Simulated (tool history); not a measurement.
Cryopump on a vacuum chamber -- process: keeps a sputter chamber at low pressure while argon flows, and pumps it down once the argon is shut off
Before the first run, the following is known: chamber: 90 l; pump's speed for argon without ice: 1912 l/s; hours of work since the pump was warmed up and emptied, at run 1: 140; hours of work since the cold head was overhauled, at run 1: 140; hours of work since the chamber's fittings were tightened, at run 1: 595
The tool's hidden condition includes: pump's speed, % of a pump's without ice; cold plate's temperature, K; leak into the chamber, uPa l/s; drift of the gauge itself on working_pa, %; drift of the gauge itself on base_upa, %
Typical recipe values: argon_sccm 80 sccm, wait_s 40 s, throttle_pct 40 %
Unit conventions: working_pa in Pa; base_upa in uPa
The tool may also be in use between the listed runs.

run	hour	argon_sccm	wait_s	throttle_pct	hours of work since the pump was warmed up and emptied	hours of work since the cold head was overhauled	hours of work since the chamber's fittings were tightened	working_pa	base_upa
1	0.0	80	40	40	140	140	595	0.1824	1.56
2	16.4	80	40	40	148	148	604	0.1826	1.48
3	42.4	80	40	40	162	162	617	0.1831	1.47
4	67.2	80	40	40	175	175	630	0.1808	1.47
5	86.9	80	40	40	185	185	640	0.1842	1.52
6	103.5	80	40	40	193	193	649	0.1836	1.56
7	129.7	80	40	40	207	207	662	0.1827	1.52
8	145.6	80	40	38	215	215	671	0.1919	1.55
9	159.5	80	40	38	223	223	678	0.1935	1.57
10	173.6	80	40	38	230	230	685	0.1929	1.55
11	190.7	80	40	38	239	239	694	0.1948	1.57
12	204.6	80	40	38	246	246	701	0.1927	1.50
13	218.6	80	40	38	253	253	708	0.1959	1.50
14	238.2	80	40	40	263	263	719	0.1855	1.48
15	261.8	80	40	40	276	276	731	0.1860	1.51
16	285.0	80	40	40	288	288	743	0.1869	1.54
17	305.7	80	40	44	298	298	754	0.1719	1.57
18	323.9	80	40	51	308	308	763	0.1515	1.61
19	349.6	41	49	40	321	321	776	0.0966	1.34
20	366.7	41	49	40	330	330	785	0.0965	1.30
21	380.5	41	49	40	337	337	792	0.0970	1.29
22	395.2	41	49	40	345	345	800	0.0957	1.32
23	419.3	46	66	37	357	357	813	0.1181	1.11
24	443.8	46	66	37	370	370	825	0.1163	1.10
25	467.1	46	66	37	382	382	837	0.1180	1.12
26	491.5	105	40	40	395	395	850	0.2519	1.51
27	504.6	80	22	15	402	402	857	0.4874	2.55
28	516.9	137	283	27	408	408	863	0.4755	0.51
# hour 539.9: pump warmed up, emptied and cooled again
29	541.3	41	40	40	1	418	873	0.0911	1.51
30	555.9	80	40	36	8	426	881	0.1981	1.50
31	570.5	80	40	36	16	433	888	0.1975	1.49
32	595.9	64	27	28	29	446	902	0.2036	2.11
33	614.9	35	87	28	39	456	911	0.1129	0.89

Estimate the outcome of run 34 from the log above:
34	631.3	89	87	45	47	465	920	?	?

Run 34 produced working_pa 0.1774 Pa, base_upa 0.89 uPa.
Had the tool carried no hidden state, the very same run would have given working_pa 0.1744 Pa, base_upa 0.73 uPa.

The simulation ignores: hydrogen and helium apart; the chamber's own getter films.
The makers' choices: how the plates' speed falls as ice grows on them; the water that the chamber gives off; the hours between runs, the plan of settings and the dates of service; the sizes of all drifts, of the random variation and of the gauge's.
